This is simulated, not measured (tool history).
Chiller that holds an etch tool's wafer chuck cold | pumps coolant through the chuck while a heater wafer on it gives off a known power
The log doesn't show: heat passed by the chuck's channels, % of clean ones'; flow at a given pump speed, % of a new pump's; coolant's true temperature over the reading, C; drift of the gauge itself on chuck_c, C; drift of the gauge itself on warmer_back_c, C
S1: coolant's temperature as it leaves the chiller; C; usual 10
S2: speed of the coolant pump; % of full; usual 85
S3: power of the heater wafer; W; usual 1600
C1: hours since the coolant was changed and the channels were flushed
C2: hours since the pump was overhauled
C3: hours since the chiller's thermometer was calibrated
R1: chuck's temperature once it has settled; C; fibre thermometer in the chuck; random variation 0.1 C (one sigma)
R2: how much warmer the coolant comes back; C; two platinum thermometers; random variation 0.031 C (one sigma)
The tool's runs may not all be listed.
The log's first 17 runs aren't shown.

run	hour	S1	S2	S3	C1	C2	C3	R1	R2
18	588.8	6	99	1067	3033	2017	1455	12.9	1.91
19	633.2	10	99	1872	3077	2061	1499	22.2	3.35
20	664.7	10	99	1872	3109	2093	1530	22.0	3.34
21	713.1	14	92	1872	3157	2141	1579	27.0	3.56
22	756.4	1	85	852	3200	2185	1622	6.9	1.81
23	808.5	14	85	852	3252	2237	1674	20.0	1.78
24	851.9	14	96	861	3296	2280	1718	19.4	1.55
25	876.3	17	95	2236	3320	2305	1742	31.9	4.10
26	912.1	11	79	2094	3356	2340	1778	26.5	4.70
27	957.9	11	100	1913	3402	2386	1824	23.2	3.26
28	1004.1	11	100	1913	3448	2432	1870	23.4	3.31
29	1040.8	4	77	922	3485	2469	1907	11.0	2.13
30	1066.0	4	63	922	3510	2494	1932	11.9	2.58
31	1089.7	4	63	922	3534	2518	1956	11.9	2.62

5 ways to go on from here, each from the tool as it stands after run 31. What would each give?
A	1140.3	19	63	938	3584	2569	2006	?	?
B	1140.3	9	81	1600	3584	2569	2006	?	?
C	1140.3	3	85	968	3584	2569	2006	?	?
D	1140.3	5	64	815	3584	2569	2006	?	?
E	1140.3	19	63	1080	3584	2569	2006	?	?

run	R1	R2
A	27.0	2.64
B	20.9	3.45
C	9.9	1.96
D	11.9	2.23
E	28.2	3.13
Without the tool's hidden state the same runs would have given:
run	R1	R2
A	26.5	2.54
B	20.0	3.31
C	9.5	1.88
D	11.5	2.14
E	27.6	3.01
